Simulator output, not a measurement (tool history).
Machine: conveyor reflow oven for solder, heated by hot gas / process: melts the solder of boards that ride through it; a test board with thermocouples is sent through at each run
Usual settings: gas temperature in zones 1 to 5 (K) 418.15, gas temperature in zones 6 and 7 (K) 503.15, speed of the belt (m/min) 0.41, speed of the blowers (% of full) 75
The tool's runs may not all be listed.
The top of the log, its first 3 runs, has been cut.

| run | day | gas temperature in zones 1 to 5 (K) | gas temperature in zones 6 and 7 (K) | speed of the belt (m/min) | speed of the blowers (% of full) | highest temperature of the board (K) | time above the solder's melting point (s) |
|---|---|---|---|---|---|---|---|
|  | 2.771 | flux residue cleaned out of gas plates and filters |
| 4 | 2.788 | 418.15 | 503.15 | 0.41 | 75 | 492.45 | 73.2 |
| 5 | 3.192 | 418.15 | 503.15 | 0.41 | 75 | 491.85 | 73.3 |
| 6 | 3.892 | 418.15 | 503.15 | 0.41 | 75 | 491.95 | 73.3 |
| 7 | 4.408 | 418.15 | 503.15 | 0.41 | 75 | 492.65 | 73.1 |
| 8 | 5.312 | 418.15 | 502.15 | 0.41 | 75 | 491.55 | 72.7 |
| 9 | 5.854 | 418.15 | 502.15 | 0.41 | 75 | 491.65 | 72.5 |
| 10 | 6.3 | 418.15 | 502.15 | 0.41 | 75 | 491.35 | 72.7 |
| 11 | 6.829 | 418.15 | 502.15 | 0.41 | 75 | 491.15 | 72.4 |
| 12 | 7.5 | 418.15 | 503.15 | 0.41 | 75 | 492.15 | 73.2 |
| 13 | 8.438 | 418.15 | 503.15 | 0.41 | 75 | 492.15 | 73.1 |
| 14 | 8.858 | 405.15 | 503.15 | 0.41 | 75 | 490.25 | 66.4 |
| 15 | 9.738 | 405.15 | 503.15 | 0.41 | 75 | 490.15 | 66.4 |
| 16 | 10.517 | 418.15 | 514.15 | 0.413 | 79 | 502.55 | 79.4 |
| 17 | 10.971 | 418.15 | 515.15 | 0.41 | 75 | 502.65 | 80 |
| 18 | 11.896 | 418.15 | 515.15 | 0.41 | 75 | 503.25 | 80.4 |
| 19 | 12.6 | 430.15 | 513.15 | 0.41 | 75 | 502.15 | 85.1 |
|  | 12.938 | belt drive overhauled, speed set with a stopwatch |
| 20 | 13.183 | 418.15 | 503.15 | 0.41 | 78 | 491.55 | 71.3 |
| 21 | 13.75 | 418.15 | 503.15 | 0.41 | 78 | 492.05 | 71.4 |

Forecast run 22:
| 22 | 14.308 | 418.15 | 503.15 | 0.41 | 78 | ? | ? |

{"run 22": {"highest temperature of the board (K)": 491.45, "time above the solder's melting point (s)": 71.3}}
Had the tool carried no hidden state, the very same run would have given highest temperature of the board (K) 493.55, time above the solder's melting point (s) 73.
